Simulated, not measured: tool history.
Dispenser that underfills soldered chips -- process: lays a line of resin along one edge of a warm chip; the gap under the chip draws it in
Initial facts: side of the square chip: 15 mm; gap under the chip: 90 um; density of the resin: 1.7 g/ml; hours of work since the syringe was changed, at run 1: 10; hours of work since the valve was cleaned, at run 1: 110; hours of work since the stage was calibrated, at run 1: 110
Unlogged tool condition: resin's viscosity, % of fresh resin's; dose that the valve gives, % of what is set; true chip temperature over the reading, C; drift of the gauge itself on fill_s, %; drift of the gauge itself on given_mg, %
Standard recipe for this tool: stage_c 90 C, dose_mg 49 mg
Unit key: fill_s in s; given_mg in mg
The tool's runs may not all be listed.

run	day	stage_c	dose_mg	hours of work since the syringe was changed	hours of work since the valve was cleaned	hours of work since the stage was calibrated	fill_s	given_mg
1	0	90	49	10	110	110	271.5	46.43
# day 0.025: new syringe of resin
2	0.204	90	49	3	113	113	149.4	46.42
3	0.317	90	54.8	5	115	115	164.6	52.03
4	0.504	90	54.8	8	118	118	221.1	51.56
# day 0.688: new syringe of resin
5	0.783	89	49	2	123	123	137.7	46.24
6	0.933	77	49	4	125	125	259.2	46.46
7	1.196	77	49	8	129	129	386.7	46.35
# day 1.342: new syringe of resin
8	1.367	103	49	0	132	132	75	46.29
9	1.538	90	49	3	134	134	149.2	46.45
10	1.646	90	49	5	136	136	174.6	46.2
11	1.825	90	49	8	139	139	220.4	46.01
# day 1.908: dispensing valve cleaned and set on the balance
12	2.008	90	46.9	10	2	141	260	46.9
# day 2.042: new syringe of resin
13	2.183	90	49	2	4	144	136.1	48.98
14	2.367	90	49	5	7	147	177.3	48.81
15	2.512	90	49	8	9	149	213.1	48.45
# day 2.704: new syringe of resin
16	2.783	90	49	1	14	153	126.1	48.82
17	3.004	90	49	5	17	157	169.7	48.74
18	3.225	90	49	8	21	160	227.9	48.25
# day 3.367: new syringe of resin
19	3.404	90	49	1	23	163	119	48.4
20	3.579	90	49	3	26	166	152	48.49
21	3.8	91	49.8	7	30	169	196.9	48.89
# day 4.042: new syringe of resin
22	4.058	79	43.7	0	34	173	174.7	43
23	4.279	92	45.5	4	37	177	145.9	44.26
24	4.5	98	45.3	7	41	181	162.2	44.38
# day 4.692: new syringe of resin
25	4.696	95	48.9	0	44	183	92.6	48.17
26	4.825	93	50.3	2	46	186	116	49.59
27	5	105	58.7	5	49	188	97.8	57.15
28	5.167	105	58.7	8	51	191	121.9	57.26
# day 5.358: new syringe of resin
29	5.362	105	58.7	0	54	194	64.6	57.2
30	5.492	104	43.1	2	56	196	84.6	41.99
31	5.712	90	52	6	60	200	176.3	50.47

Forecast run 32:
32	5.825	98	48	7	62	201	?	?

fill_s: 159.4 s
given_mg: 46.63 mg
Had the tool carried no hidden state, the very same run would have given fill_s 88.7 s, given_mg 47.93 mg.

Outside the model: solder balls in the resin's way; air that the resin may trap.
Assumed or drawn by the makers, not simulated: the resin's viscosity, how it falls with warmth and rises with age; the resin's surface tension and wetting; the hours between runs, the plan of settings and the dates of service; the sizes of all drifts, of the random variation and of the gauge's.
